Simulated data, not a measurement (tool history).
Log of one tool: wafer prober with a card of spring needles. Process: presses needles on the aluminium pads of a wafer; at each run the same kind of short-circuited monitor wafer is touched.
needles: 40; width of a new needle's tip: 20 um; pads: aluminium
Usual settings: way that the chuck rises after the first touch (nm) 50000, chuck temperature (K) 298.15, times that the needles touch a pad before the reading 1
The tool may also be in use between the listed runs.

| run | day | way that the chuck rises after the first touch (nm) | chuck temperature (K) | times that the needles touch a pad before the reading | resistance of one needle with its contact and lead (mohm) | way that a needle slides on the pad (nm) |
|---|---|---|---|---|---|---|
| 1 | 0 | 50000 | 298.15 | 1 | 164 | 8620 |
|  | 0.292 | tips cleaned on abrasive film |
| 2 | 0.717 | 50000 | 298.15 | 1 | 168 | 8620 |
|  | 0.758 | tips cleaned on abrasive film |
| 3 | 1.142 | 50000 | 298.15 | 1 | 167 | 8600 |
|  | 1.233 | tips cleaned on abrasive film |
|  | 1.704 | tips cleaned on abrasive film |
| 4 | 1.821 | 50000 | 298.15 | 1 | 166 | 8620 |
|  | 2.204 | tips cleaned on abrasive film |
| 5 | 2.504 | 50000 | 298.15 | 1 | 164 | 8630 |
|  | 2.679 | tips cleaned on abrasive film |
|  | 3.138 | tips cleaned on abrasive film |
| 6 | 3.138 | 50000 | 298.15 | 1 | 168 | 8630 |
|  | 3.592 | tips cleaned on abrasive film |
| 7 | 3.612 | 50000 | 298.15 | 1 | 169 | 8590 |
| 8 | 4 | 50000 | 298.15 | 1 | 166 | 8610 |
|  | 4.092 | tips cleaned on abrasive film |
| 9 | 4.312 | 50000 | 298.15 | 1 | 166 | 8630 |
|  | 4.608 | tips cleaned on abrasive film |
| 10 | 4.767 | 50000 | 298.15 | 1 | 164 | 8590 |

Forecast run 11:
|  | 5.071 | tips cleaned on abrasive film |
| 11 | 5.308 | 50000 | 298.15 | 1 | ? | ? |

Run 11 gave resistance of one needle with its contact and lead (mohm) 168, way that a needle slides on the pad (nm) 8610.
Without the tool's hidden state the same run would have given resistance of one needle with its contact and lead (mohm) 167, way that a needle slides on the pad (nm) 8610.

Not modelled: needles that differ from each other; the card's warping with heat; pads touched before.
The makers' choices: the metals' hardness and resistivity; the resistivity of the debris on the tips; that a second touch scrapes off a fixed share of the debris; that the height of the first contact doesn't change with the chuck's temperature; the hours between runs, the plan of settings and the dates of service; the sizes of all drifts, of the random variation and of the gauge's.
